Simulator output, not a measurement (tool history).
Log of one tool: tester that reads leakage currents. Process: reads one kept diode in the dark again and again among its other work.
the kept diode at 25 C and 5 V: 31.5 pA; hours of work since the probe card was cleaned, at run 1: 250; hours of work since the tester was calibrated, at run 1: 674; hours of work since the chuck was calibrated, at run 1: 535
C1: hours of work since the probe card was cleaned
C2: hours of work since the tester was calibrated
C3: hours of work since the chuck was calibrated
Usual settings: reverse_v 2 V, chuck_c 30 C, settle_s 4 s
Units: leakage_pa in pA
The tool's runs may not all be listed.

run 1 day=0 | reverse_v=2 chuck_c=30 settle_s=4 | C1=250 C2=674 C3=535 | leakage_pa=29.6
run 2 day=4.229 | reverse_v=2 chuck_c=30 settle_s=4 | C1=295 C2=719 C3=580 | leakage_pa=29.56
run 3 day=12.204 | reverse_v=2 chuck_c=30 settle_s=4 | C1=380 C2=804 C3=665 | leakage_pa=29.81
run 4 day=20.896 | reverse_v=2 chuck_c=30 settle_s=4 | C1=473 C2=897 C3=758 | leakage_pa=29.55
run 5 day=26.979 | reverse_v=2 chuck_c=30 settle_s=4 | C1=538 C2=962 C3=823 | leakage_pa=29.7
run 6 day=34.404 | reverse_v=2 chuck_c=30 settle_s=4 | C1=617 C2=1041 C3=902 | leakage_pa=29.63
run 7 day=43.371 | reverse_v=5.74 chuck_c=30 settle_s=4 | C1=713 C2=1137 C3=998 | leakage_pa=49.74
run 8 day=52.471 | reverse_v=2 chuck_c=30 settle_s=4 | C1=810 C2=1234 C3=1095 | leakage_pa=29.8
run 9 day=59.45 | reverse_v=2 chuck_c=30 settle_s=4 | C1=885 C2=1308 C3=1169 | leakage_pa=29.82
run 10 day=67.175 | reverse_v=2 chuck_c=30 settle_s=4 | C1=967 C2=1391 C3=1252 | leakage_pa=29.76
run 11 day=71.354 | reverse_v=2 chuck_c=51 settle_s=4 | C1=1012 C2=1435 C3=1296 | leakage_pa=129.5
run 12 day=76.479 | reverse_v=2 chuck_c=30 settle_s=9.41 | C1=1067 C2=1490 C3=1351 | leakage_pa=29.41
run 13 day=81.504 | reverse_v=2 chuck_c=30 settle_s=9.41 | C1=1120 C2=1544 C3=1405 | leakage_pa=29.8
run 14 day=87.65 | reverse_v=18.39 chuck_c=24 settle_s=0.41 | C1=1186 C2=1609 C3=1470 | leakage_pa=61.13
run 15 day=94.842 | reverse_v=18.39 chuck_c=24 settle_s=0.41 | C1=1263 C2=1686 C3=1547 | leakage_pa=60.96
run 16 day=104.088 | reverse_v=18.39 chuck_c=24 settle_s=0.41 | C1=1361 C2=1785 C3=1646 | leakage_pa=61.26
run 17 day=109.342 | reverse_v=2 chuck_c=23 settle_s=1.74 | C1=1417 C2=1841 C3=1702 | leakage_pa=17.44
run 18 day=113.458 | reverse_v=2 chuck_c=47 settle_s=1.14 | C1=1461 C2=1885 C3=1746 | leakage_pa=99.09
run 19 day=123.117 | reverse_v=11 chuck_c=37 settle_s=0.92 | C1=1564 C2=1988 C3=1849 | leakage_pa=114.69
run 20 day=128.521 | reverse_v=11 chuck_c=37 settle_s=0.92 | C1=1622 C2=2045 C3=1906 | leakage_pa=114.62
run 21 day=134.717 | reverse_v=7.04 chuck_c=24 settle_s=0.92 | C1=1688 C2=2112 C3=1973 | leakage_pa=35.41
run 22 day=142.962 | reverse_v=7.04 chuck_c=24 settle_s=0.92 | C1=1776 C2=2199 C3=2061 | leakage_pa=35.6
-- day=143.75 tester calibrated
run 23 day=149.742 | reverse_v=7.04 chuck_c=24 settle_s=0.92 | C1=1848 C2=64 C3=2132 | leakage_pa=35.6

Forecast each of these 5 alternatives for the next run:
run A day=154.758 | reverse_v=2.32 chuck_c=30 settle_s=2.39 | C1=1901 C2=117 C3=2186 | leakage_pa=?
run B day=154.758 | reverse_v=7.04 chuck_c=51 settle_s=0.92 | C1=1901 C2=117 C3=2186 | leakage_pa=?
run C day=154.758 | reverse_v=2 chuck_c=47 settle_s=4 | C1=1901 C2=117 C3=2186 | leakage_pa=?
run D day=154.758 | reverse_v=2.06 chuck_c=23 settle_s=0.68 | C1=1901 C2=117 C3=2186 | leakage_pa=?
run E day=154.758 | reverse_v=8.05 chuck_c=30 settle_s=4 | C1=1901 C2=117 C3=2186 | leakage_pa=?

run=A leakage_pa=32.08
run=B leakage_pa=240.1
run=C leakage_pa=99.3
run=D leakage_pa=17.94
run=E leakage_pa=58.47
Without the tool's hidden state the same runs would have given:
run=A leakage_pa=32.04
run=B leakage_pa=239.9
run=C leakage_pa=99.22
run=D leakage_pa=17.92
run=E leakage_pa=58.38

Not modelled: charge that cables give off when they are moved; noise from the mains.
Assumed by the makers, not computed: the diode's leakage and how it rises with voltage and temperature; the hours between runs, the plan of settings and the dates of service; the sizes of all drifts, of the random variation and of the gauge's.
